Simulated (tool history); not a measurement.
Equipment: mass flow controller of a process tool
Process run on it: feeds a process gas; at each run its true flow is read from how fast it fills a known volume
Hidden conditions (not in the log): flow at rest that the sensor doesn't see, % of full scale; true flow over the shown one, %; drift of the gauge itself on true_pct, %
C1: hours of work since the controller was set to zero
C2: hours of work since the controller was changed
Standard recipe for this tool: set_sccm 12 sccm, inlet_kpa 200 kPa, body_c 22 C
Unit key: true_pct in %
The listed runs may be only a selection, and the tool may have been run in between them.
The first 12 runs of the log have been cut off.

Run 13, hour 1154.8: usual settings; C1 1110; C2 1110. Result: true_pct 99.67 %.
Run 14, hour 1251.1: usual settings but inlet_kpa 175 kPa; C1 1139; C2 1139. Result: true_pct 99.41 %.
Run 15, hour 1351.8: usual settings but inlet_kpa 175 kPa; C1 1170; C2 1170. Result: true_pct 99.51 %.
Run 16, hour 1449.6: usual settings but inlet_kpa 175 kPa; C1 1199; C2 1199. Result: true_pct 99.46 %.
Run 17, hour 1567.5: usual settings but inlet_kpa 175 kPa, body_c 30 C; C1 1235; C2 1235. Result: true_pct 98.59 %.
Run 18, hour 1662.6: usual settings but set_sccm 8 sccm, inlet_kpa 171 kPa, body_c 32 C; C1 1264; C2 1264. Result: true_pct 98.21 %.
Run 19, hour 1762.2: usual settings but set_sccm 8 sccm, inlet_kpa 171 kPa, body_c 32 C; C1 1294; C2 1294. Result: true_pct 98.18 %.
At hour 1799.4: gauge calibrated.
Run 20, hour 1882.9: usual settings but set_sccm 8 sccm, inlet_kpa 171 kPa, body_c 32 C; C1 1331; C2 1331. Result: true_pct 98.85 %.
Run 21, hour 1955.4: usual settings but set_sccm 6 sccm, inlet_kpa 267 kPa; C1 1353; C2 1353. Result: true_pct 100.32 %.
Run 22, hour 2041.6: usual settings but set_sccm 6 sccm, inlet_kpa 267 kPa; C1 1379; C2 1379. Result: true_pct 100.27 %.
Run 23, hour 2154.6: usual settings but body_c 31 C; C1 1414; C2 1414. Result: true_pct 99.06 %.
Run 24, hour 2261.4: usual settings but body_c 23 C; C1 1446; C2 1446. Result: true_pct 99.92 %.
Run 25, hour 2396.3: usual settings but set_sccm 17 sccm, inlet_kpa 184 kPa, body_c 24 C; C1 1487; C2 1487. Result: true_pct 99.63 %.
Run 26, hour 2522.9: usual settings but set_sccm 7 sccm; C1 1526; C2 1526. Result: true_pct 99.89 %.
Run 27, hour 2612.8: usual settings but set_sccm 7 sccm; C1 1553; C2 1553. Result: true_pct 99.73 %.
Run 28, hour 2684.9: usual settings but set_sccm 2 sccm, inlet_kpa 155 kPa, body_c 36 C; C1 1575; C2 1575. Result: true_pct 97.92 %.
Run 29, hour 2793.3: usual settings but inlet_kpa 276 kPa, body_c 24 C; C1 1608; C2 1608. Result: true_pct 99.90 %.

Expected results for the next run?
Run 30, hour 2932.6: usual settings but inlet_kpa 276 kPa, body_c 24 C; C1 1650; C2 1650. Result: true_pct ?.

{"run 30": {"true_pct": 99.74}}
With the hidden condition absent and the run-to-run variation left alone, this run would have shown true_pct 100.25 %.
